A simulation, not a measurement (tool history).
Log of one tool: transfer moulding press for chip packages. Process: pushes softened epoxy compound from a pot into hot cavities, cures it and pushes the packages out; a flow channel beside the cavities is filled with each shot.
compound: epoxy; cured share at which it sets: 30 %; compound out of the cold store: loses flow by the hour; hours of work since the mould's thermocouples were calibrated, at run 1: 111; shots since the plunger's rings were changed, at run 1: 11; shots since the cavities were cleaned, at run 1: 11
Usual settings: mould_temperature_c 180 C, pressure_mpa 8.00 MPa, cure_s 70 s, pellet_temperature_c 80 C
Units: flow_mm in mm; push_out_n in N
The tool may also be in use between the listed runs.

run   hour  mould_temperature_c  pressure_mpa  cure_s  pellet_temperature_c  hours of work since the mould's thermocouples were calibrated  shots since the plunger's rings were changed  shots since the cavities were cleaned  incoming compound's hours out of the cold store  flow_mm  push_out_n
  1    0.0                  180          8.00      70                    80                                                            111                                            11                                     11                                             14.3      769         381
  2    8.6                  180          8.00      70                    80                                                            116                                           127                                    127                                              9.5      793         432
  3   18.8                  180          8.00      70                    80                                                            121                                           266                                    266                                             27.0      727         456
  4   30.4                  180          8.00      70                    80                                                            127                                           424                                    424                                             11.1      780         563
  5   38.9                  180          8.00      70                    80                                                            132                                           539                                    539                                             33.3      704         539
  6   48.9                  180          8.00      70                    80                                                            137                                           674                                    674                                             18.7      753         623
      52.0  -- cavities cleaned with cleaning compound and waxed
  7   57.0                  180          8.00      70                    80                                                            140                                           764                                     69                                             25.9      725         393
  8   64.7                  180          8.00      70                    80                                                            144                                           869                                    174                                             22.6      738         424
  9   70.6                  180          8.00      70                    80                                                            147                                           949                                    254                                             26.6      721         498
 10   80.3                  180          8.00      70                    80                                                            152                                          1080                                    385                                             10.6      774         544
 11   92.1                  180          8.00      70                    80                                                            158                                          1240                                    545                                             20.7      741         575
     104.5  -- cavities cleaned with cleaning compound and waxed
 12  105.2                  180          8.00      70                    80                                                            164                                          1398                                     10                                             36.3      685         358
 13  110.6                  175          8.00      70                    80                                                            167                                          1471                                     83                                             21.0      750         589
 14  118.0                  180          6.10      70                    80                                                            171                                          1571                                    183                                             25.5      632         444
 15  128.8                  180          6.64      62                    85                                                            176                                          1718                                    330                                             17.0      682         699
 16  138.0                  177          6.64      62                    85                                                            181                                          1843                                    455                                             46.5      597         820
 17  148.0                  186          6.64      62                    83                                                            186                                          1979                                    591                                             47.0      579         518
 18  153.3                  174          6.30      81                    89                                                            189                                          2051                                    663                                             27.3      644         564
     157.0  -- cavities cleaned with cleaning compound and waxed
 19  162.5                  175          6.30      51                    89                                                            193                                          2156                                     76                                             13.7      680        1250
 20  169.6                  177          8.00      57                    80                                                            197                                          2252                                    172                                             32.4      699         937
 21  180.0                  180          8.00     109                    84                                                            202                                          2393                                    313                                             47.6      641         358
 22  187.9                  180          8.00      57                    82                                                            206                                          2500                                    420                                             20.9      729         973
 23  193.7                  184          6.86      62                    75                                                            209                                          2578                                    498                                             43.8      599         604
 24  201.1                  180          7.45      70                    80                                                            213                                          2680                                    600                                             13.8      725         609
     209.5  -- cavities cleaned with cleaning compound and waxed
 25  211.7                  174          9.29      53                    90                                                            218                                          2803                                     30                                             16.6      812        1076
 26  218.7                  180          8.00      92                    89                                                            221                                          2898                                    125                                             35.6      674         319

The next listed run, before its measurement:
 27  228.5                  180          8.00      92                    89                                                            226                                          3032                                    259                                             14.8        ?           ?

flow_mm: 743 mm
push_out_n: 354 N
Without the tool's hidden state the same run would have given flow_mm 770 mm, push_out_n 261 N.
